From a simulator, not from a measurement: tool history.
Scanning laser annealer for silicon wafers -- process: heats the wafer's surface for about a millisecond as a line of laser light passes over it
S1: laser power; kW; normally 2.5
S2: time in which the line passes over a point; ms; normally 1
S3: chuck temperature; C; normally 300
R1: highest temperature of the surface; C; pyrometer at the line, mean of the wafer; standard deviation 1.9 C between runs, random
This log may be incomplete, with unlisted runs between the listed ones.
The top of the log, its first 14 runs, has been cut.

| run | hour | S1 | S2 | S3 | R1 |
|---|---|---|---|---|---|
| 15 | 232.5 | 2.5 | 0.88 | 300 | 1053 |
| 16 | 248.8 | 2.5 | 1.21 | 300 | 1207 |
| 17 | 268.8 | 2.5 | 1.21 | 300 | 1208 |
| 18 | 285.4 | 2.5 | 1.02 | 300 | 1122 |
| 19 | 295.9 | 2.5 | 1.02 | 300 | 1122 |
| 20 | 309 | 2.5 | 1.02 | 300 | 1123 |
| 21 | 326.6 | 2.231 | 0.75 | 300 | 897 |
| 22 | 344.9 | 2.231 | 0.75 | 300 | 897 |
| 23 | 361.6 | 2.5 | 1 | 279 | 1094 |
| 24 | 374.6 | 2.5 | 1 | 279 | 1095 |
| 25 | 384.4 | 2.5 | 1 | 279 | 1093 |
| 26 | 404.9 | 2.5 | 0.97 | 279 | 1075 |
| 27 | 423 | 2.529 | 0.97 | 268 | 1080 |

What does the tool deliver on the next run?
| 28 | 445 | 2.143 | 0.97 | 268 | ? |

{"run 28": {"R1": 929}}
Without the tool's hidden state the same run would have given R1 930 C.
